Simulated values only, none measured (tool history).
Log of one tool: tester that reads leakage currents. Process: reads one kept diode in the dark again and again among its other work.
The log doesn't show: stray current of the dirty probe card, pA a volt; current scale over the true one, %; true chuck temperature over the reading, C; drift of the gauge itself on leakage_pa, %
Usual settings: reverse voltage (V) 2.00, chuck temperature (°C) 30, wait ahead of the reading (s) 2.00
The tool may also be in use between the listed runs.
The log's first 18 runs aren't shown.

| run | day | reverse voltage (V) | chuck temperature (°C) | wait ahead of the reading (s) | hours of work since the probe card was cleaned | hours of work since the tester was calibrated | hours of work since the chuck was calibrated | current that the tester gives (pA) |
|---|---|---|---|---|---|---|---|---|
|  | 28.296 | chuck's temperature calibrated |
| 19 | 29.804 | 1.65 | 59 | 2.00 | 2017 | 1662 | 21 | 1051.51 |
| 20 | 30.775 | 1.65 | 59 | 2.00 | 2030 | 1675 | 34 | 1051.34 |
| 21 | 33.162 | 1.65 | 59 | 2.00 | 2063 | 1708 | 67 | 1051.26 |
|  | 34.879 | chuck's temperature calibrated, once more |
| 22 | 35.650 | 2.12 | 59 | 2.00 | 2096 | 1741 | 11 | 1115.63 |
| 23 | 37.825 | 4.31 | 20 | 2.29 | 2126 | 1771 | 41 | 95.80 |
| 24 | 38.867 | 2.17 | 24 | 8.00 | 2140 | 1786 | 55 | 94.37 |
| 25 | 39.954 | 8.18 | 44 | 2.33 | 2155 | 1800 | 70 | 734.97 |
| 26 | 40.992 | 8.18 | 44 | 2.33 | 2169 | 1815 | 84 | 736.58 |
| 27 | 43.025 | 8.18 | 21 | 1.94 | 2197 | 1843 | 112 | 140.77 |
| 28 | 44.954 | 8.18 | 21 | 1.94 | 2224 | 1869 | 138 | 140.84 |
| 29 | 46.092 | 4.52 | 56 | 2.00 | 2239 | 1885 | 154 | 1279.74 |
| 30 | 47.212 | 1.51 | 30 | 2.00 | 2255 | 1900 | 169 | 127.57 |
| 31 | 49.267 | 1.51 | 30 | 2.00 | 2283 | 1928 | 198 | 127.34 |
| 32 | 50.388 | 2.07 | 52 | 0.54 | 2298 | 1944 | 213 | 705.11 |
| 33 | 52.617 | 2.00 | 43 | 5.48 | 2329 | 1974 | 244 | 373.16 |
| 34 | 54.112 | 1.65 | 40 | 2.19 | 2350 | 1995 | 264 | 278.04 |
| 35 | 55.312 | 2.00 | 30 | 1.04 | 2366 | 2012 | 281 | 145.11 |
| 36 | 56.754 | 2.00 | 46 | 0.34 | 2386 | 2031 | 301 | 463.82 |
| 37 | 58.362 | 4.47 | 30 | 0.35 | 2408 | 2053 | 323 | 212.10 |
| 38 | 59.846 | 3.20 | 30 | 4.96 | 2428 | 2074 | 343 | 179.87 |
| 39 | 62.042 | 7.78 | 59 | 2.36 | 2458 | 2104 | 373 | 1982.24 |

Forecast each of these 4 alternatives for the next run:
|  | 62.988 | probe card cleaned and baked |
| A | 64.138 | 7.78 | 59 | 5.70 | 16 | 2131 | 400 | ? |
|  | 62.988 | probe card cleaned and baked |
| B | 64.138 | 1.20 | 59 | 2.36 | 16 | 2131 | 400 | ? |
|  | 62.988 | probe card cleaned and baked |
| C | 64.138 | 12.53 | 30 | 7.46 | 16 | 2131 | 400 | ? |
|  | 62.988 | probe card cleaned and baked |
| D | 64.138 | 1.47 | 58 | 2.74 | 16 | 2131 | 400 | ? |

| run | current that the tester gives (pA) |
|---|---|
| A | 1976.73 |
| B | 883.91 |
| C | 312.23 |
| D | 899.65 |
Without the tool's hidden state the same runs would have given:
| run | current that the tester gives (pA) |
|---|---|
| A | 1957.43 |
| B | 875.31 |
| C | 307.80 |
| D | 890.78 |
